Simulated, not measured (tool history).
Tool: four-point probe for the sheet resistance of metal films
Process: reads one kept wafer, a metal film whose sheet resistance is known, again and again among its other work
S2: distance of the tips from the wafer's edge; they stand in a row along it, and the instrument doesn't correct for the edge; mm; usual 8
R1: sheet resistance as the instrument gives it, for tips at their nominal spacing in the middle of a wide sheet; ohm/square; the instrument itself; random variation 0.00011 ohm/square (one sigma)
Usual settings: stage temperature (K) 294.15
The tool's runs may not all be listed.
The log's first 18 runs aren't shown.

{"run": 19, "day": 19.762, "stage temperature (K)": 294.15, "S2": 8, "R1": 0.565848}
{"run": 20, "day": 20.667, "stage temperature (K)": 292.15, "S2": 8, "R1": 0.566285}
{"run": 21, "day": 21.838, "stage temperature (K)": 292.15, "S2": 8, "R1": 0.566486}
{"run": 22, "day": 22.488, "stage temperature (K)": 295.15, "S2": 17, "R1": 0.56453}
{"run": 23, "day": 23.767, "stage temperature (K)": 299.15, "S2": 22, "R1": 0.563202}
{"run": 24, "day": 24.962, "stage temperature (K)": 299.15, "S2": 13, "R1": 0.563383}
{"run": 25, "day": 26.167, "stage temperature (K)": 300.15, "S2": 69, "R1": 0.56269}
{"run": 26, "day": 27.658, "stage temperature (K)": 294.15, "S2": 6, "R1": 0.566343}
{"run": 27, "day": 28.833, "stage temperature (K)": 305.15, "S2": 19, "R1": 0.56131}
{"run": 28, "day": 30.183, "stage temperature (K)": 307.15, "S2": 4, "R1": 0.565147}
{"run": 29, "day": 31.579, "stage temperature (K)": 303.15, "S2": 52, "R1": 0.561771}
{"run": 30, "day": 32.633, "stage temperature (K)": 303.15, "S2": 52, "R1": 0.561535}
{"run": 31, "day": 34.0, "stage temperature (K)": 306.15, "S2": 7, "R1": 0.562491}
{"run": 32, "day": 35.421, "stage temperature (K)": 300.15, "S2": 11, "R1": 0.562947}
{"run": 33, "day": 36.225, "stage temperature (K)": 299.15, "S2": 72, "R1": 0.562579}
{"run": 34, "day": 36.875, "stage temperature (K)": 299.15, "S2": 72, "R1": 0.562442}
{"run": 35, "day": 38.254, "stage temperature (K)": 292.15, "S2": 4, "R1": 0.569396}
{"run": 36, "day": 39.554, "stage temperature (K)": 292.15, "S2": 4, "R1": 0.569487}
{"run": 37, "day": 40.292, "stage temperature (K)": 308.15, "S2": 5, "R1": 0.562968}
{"run": 38, "day": 41.325, "stage temperature (K)": 308.15, "S2": 5, "R1": 0.562838}
{"run": 39, "day": 42.3, "stage temperature (K)": 308.15, "S2": 5, "R1": 0.562732}
{"run": 40, "day": 43.267, "stage temperature (K)": 308.15, "S2": 5, "R1": 0.562961}

Forecast each of these 5 alternatives for the next run:
{"run": "A", "day": 44.483, "stage temperature (K)": 301.15, "S2": 5, "R1": "?"}
{"run": "B", "day": 44.483, "stage temperature (K)": 302.15, "S2": 6, "R1": "?"}
{"run": "C", "day": 44.483, "stage temperature (K)": 300.15, "S2": 18, "R1": "?"}
{"run": "D", "day": 44.483, "stage temperature (K)": 307.15, "S2": 5, "R1": "?"}
{"run": "E", "day": 44.483, "stage temperature (K)": 298.15, "S2": 5, "R1": "?"}

run=A R1=0.564789
run=B R1=0.563742
run=C R1=0.562433
run=D R1=0.563180
run=E R1=0.565608
Without the tool's hidden state the same runs would have given:
run=A R1=0.566677
run=B R1=0.565627
run=C R1=0.564314
run=D R1=0.565067
run=E R1=0.567497
